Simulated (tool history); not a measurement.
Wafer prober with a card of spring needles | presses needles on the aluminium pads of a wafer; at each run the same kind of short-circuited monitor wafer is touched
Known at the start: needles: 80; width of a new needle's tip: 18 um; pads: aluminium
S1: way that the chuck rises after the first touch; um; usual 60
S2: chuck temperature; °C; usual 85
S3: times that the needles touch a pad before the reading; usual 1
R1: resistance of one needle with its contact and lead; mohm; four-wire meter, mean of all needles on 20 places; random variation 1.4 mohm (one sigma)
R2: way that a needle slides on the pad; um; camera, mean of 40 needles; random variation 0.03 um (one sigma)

run 1 day=0 | S1=60 S2=85 S3=1 | R1=117 R2=11.78
-- day=0.488 tips cleaned on abrasive film
run 2 day=0.75 | S1=69 S2=85 S3=1 | R1=116 R2=13.56
-- day=0.958 tips cleaned on abrasive film
-- day=1.475 tips cleaned on abrasive film
run 3 day=1.767 | S1=69 S2=85 S3=1 | R1=116 R2=13.5
-- day=2.017 tips cleaned on abrasive film
-- day=2.496 tips cleaned on abrasive film
run 4 day=2.696 | S1=60 S2=101 S3=1 | R1=120 R2=11.74
-- day=3.029 tips cleaned on abrasive film
-- day=3.429 height of the first contact set anew
-- day=3.525 tips cleaned on abrasive film
run 5 day=3.771 | S1=60 S2=101 S3=1 | R1=120 R2=11.76
-- day=4.079 tips cleaned on abrasive film
-- day=4.583 tips cleaned on abrasive film
run 6 day=4.712 | S1=60 S2=85 S3=1 | R1=120 R2=11.79
-- day=5.071 tips cleaned on abrasive film
run 7 day=5.188 | S1=60 S2=85 S3=1 | R1=118 R2=11.77
-- day=5.596 tips cleaned on abrasive film
run 8 day=5.817 | S1=60 S2=85 S3=1 | R1=115 R2=11.79
-- day=6.088 tips cleaned on abrasive film
-- day=6.592 tips cleaned on abrasive film
run 9 day=6.708 | S1=60 S2=85 S3=1 | R1=117 R2=11.79
-- day=7.125 tips cleaned on abrasive film
run 10 day=7.225 | S1=60 S2=53 S3=1 | R1=112 R2=11.79
-- day=7.625 tips cleaned on abrasive film
run 11 day=7.862 | S1=64 S2=109 S3=2 | R1=121 R2=12.56
-- day=8.146 tips cleaned on abrasive film
run 12 day=8.296 | S1=60 S2=30 S3=1 | R1=111 R2=11.76
-- day=8.671 tips cleaned on abrasive film
-- day=9.142 tips cleaned on abrasive film
run 13 day=9.288 | S1=53 S2=85 S3=1 | R1=119 R2=10.4
-- day=9.638 tips cleaned on abrasive film
-- day=10.138 tips cleaned on abrasive film
run 14 day=10.258 | S1=63 S2=34 S3=1 | R1=111 R2=12.39
-- day=10.608 tips cleaned on abrasive film
run 15 day=11.062 | S1=43 S2=85 S3=2 | R1=124 R2=8.47
-- day=11.162 tips cleaned on abrasive film
-- day=11.683 tips cleaned on abrasive film
run 16 day=12.092 | S1=43 S2=85 S3=2 | R1=120 R2=8.41
-- day=12.175 tips cleaned on abrasive film
-- day=12.662 tips cleaned on abrasive film
run 17 day=12.7 | S1=60 S2=90 S3=1 | R1=115 R2=11.73

Forecast each of these 4 alternatives for the next run:
-- day=13.192 tips cleaned on abrasive film
-- day=13.721 tips cleaned on abrasive film
run A day=13.721 | S1=43 S2=85 S3=1 | R1=? R2=?
-- day=13.192 tips cleaned on abrasive film
-- day=13.721 tips cleaned on abrasive film
run B day=13.721 | S1=60 S2=49 S3=2 | R1=? R2=?
-- day=13.192 tips cleaned on abrasive film
-- day=13.721 tips cleaned on abrasive film
run C day=13.721 | S1=49 S2=48 S3=3 | R1=? R2=?
-- day=13.192 tips cleaned on abrasive film
-- day=13.721 tips cleaned on abrasive film
run D day=13.721 | S1=45 S2=104 S3=1 | R1=? R2=?

run=A R1=122 R2=8.44
run=B R1=112 R2=11.81
run=C R1=114 R2=9.61
run=D R1=123 R2=8.82
Without the tool's hidden state the same runs would have given:
run=A R1=122 R2=8.45
run=B R1=112 R2=11.82
run=C R1=114 R2=9.61
run=D R1=123 R2=8.83

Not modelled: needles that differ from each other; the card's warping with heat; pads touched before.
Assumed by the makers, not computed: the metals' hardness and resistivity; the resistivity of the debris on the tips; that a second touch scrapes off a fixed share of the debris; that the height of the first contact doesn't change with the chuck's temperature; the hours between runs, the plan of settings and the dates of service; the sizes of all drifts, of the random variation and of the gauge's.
